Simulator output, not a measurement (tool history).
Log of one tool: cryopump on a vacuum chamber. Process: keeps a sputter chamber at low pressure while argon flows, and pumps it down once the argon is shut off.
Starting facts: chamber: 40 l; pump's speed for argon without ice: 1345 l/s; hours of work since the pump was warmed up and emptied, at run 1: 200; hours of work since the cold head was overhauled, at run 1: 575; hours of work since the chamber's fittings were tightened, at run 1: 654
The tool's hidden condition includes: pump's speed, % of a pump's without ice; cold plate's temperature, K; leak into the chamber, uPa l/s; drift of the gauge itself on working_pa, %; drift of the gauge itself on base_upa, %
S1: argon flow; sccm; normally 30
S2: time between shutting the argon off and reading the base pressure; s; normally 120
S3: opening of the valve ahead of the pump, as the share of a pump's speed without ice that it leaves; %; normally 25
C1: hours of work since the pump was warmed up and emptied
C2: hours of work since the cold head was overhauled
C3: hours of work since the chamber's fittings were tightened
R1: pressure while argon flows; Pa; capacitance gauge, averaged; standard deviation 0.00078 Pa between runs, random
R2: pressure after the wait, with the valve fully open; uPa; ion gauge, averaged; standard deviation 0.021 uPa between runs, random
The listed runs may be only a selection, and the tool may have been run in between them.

run	hour	S1	S2	S3	C1	C2	C3	R1	R2
1	0	30	120	25	200	575	654	0.1582	0.78
2	20.5	30	120	23	211	587	665	0.1729	0.87
3	62.4	16	120	25	235	610	689	0.0851	0.84
4	103.6	30	120	25	258	634	712	0.1606	0.9
5	142.5	30	120	25	280	656	735	0.162	0.87
6	183	30	120	25	303	679	757	0.164	0.95
7	208.9	30	120	25	318	694	772	0.1635	0.97
8	229.1	30	120	25	329	705	784	0.1667	0.99
9	266.1	30	120	25	350	726	805	0.1654	0.94
# hour 284.1: pump warmed up, emptied and cooled again
10	314.8	30	120	17	17	751	829	0.2236	0.77
11	346.1	30	120	17	35	769	847	0.224	0.8
12	380.3	30	63	25	55	788	867	0.1544	1
13	399.4	30	63	25	65	799	877	0.1546	1.02
14	437.6	30	63	25	87	820	899	0.1548	1.06
15	457.9	30	120	25	99	832	911	0.1551	0.85
16	486	30	120	25	115	848	926	0.1561	0.86
17	507.1	30	120	25	126	860	938	0.1561	0.9
18	529.3	30	120	17	139	872	951	0.2288	0.92
19	568.5	12	120	25	161	895	973	0.0634	0.95
20	599.8	25	289	58	179	912	991	0.06	0.85
21	618.1	49	193	28	189	923	1001	0.2344	0.93
22	655.2	49	193	28	210	944	1022	0.236	0.93
23	674.4	16	95	35	221	955	1033	0.063	1.08
24	697.7	16	155	33	235	968	1047	0.0662	1
25	734.6	16	155	33	255	989	1067	0.0672	0.98
26	774.1	30	20	25	278	1011	1090	0.1641	2.05
27	801.8	23	122	37	294	1027	1106	0.0889	1.06
28	832.5	23	122	37	311	1044	1123	0.0892	1.15
29	873.8	23	122	37	334	1068	1146	0.0905	1.18
# hour 917.7: pump warmed up, emptied and cooled again
30	919.4	30	82	25	1	1091	1169	0.1502	1.01
31	938.9	36	120	40	12	1102	1180	0.1149	0.95
32	958	13	62	23	23	1113	1191	0.0717	1.08
33	977.8	13	62	23	34	1124	1203	0.0718	1.2

What differs in the tool's unlogged condition from the final listed run ahead of each entry between runs to the first listed run following it?
Between runs 9 and 10: pump warmed up, emptied and cooled again (hour 284.1)
  pump's speed, % of a pump's without ice: 71.1 -> 97.9; cold plate's temperature, K: 12.49 -> 12.5; leak into the chamber, uPa l/s: 757 -> 770
  what was measured, less what the result would be without the hidden state, R1: +0.0158 -> +0.0012 Pa; R2: +0.56 -> +0.36 uPa
Between runs 29 and 30: pump warmed up, emptied and cooled again (hour 917.7)
  pump's speed, % of a pump's without ice: 70.7 -> 99.4; cold plate's temperature, K: 12.67 -> 12.68; leak into the chamber, uPa l/s: 934 -> 945
  what was measured, less what the result would be without the hidden state, R1: +0.0125 -> +0.0008 Pa; R2: +0.77 -> +0.49 uPa
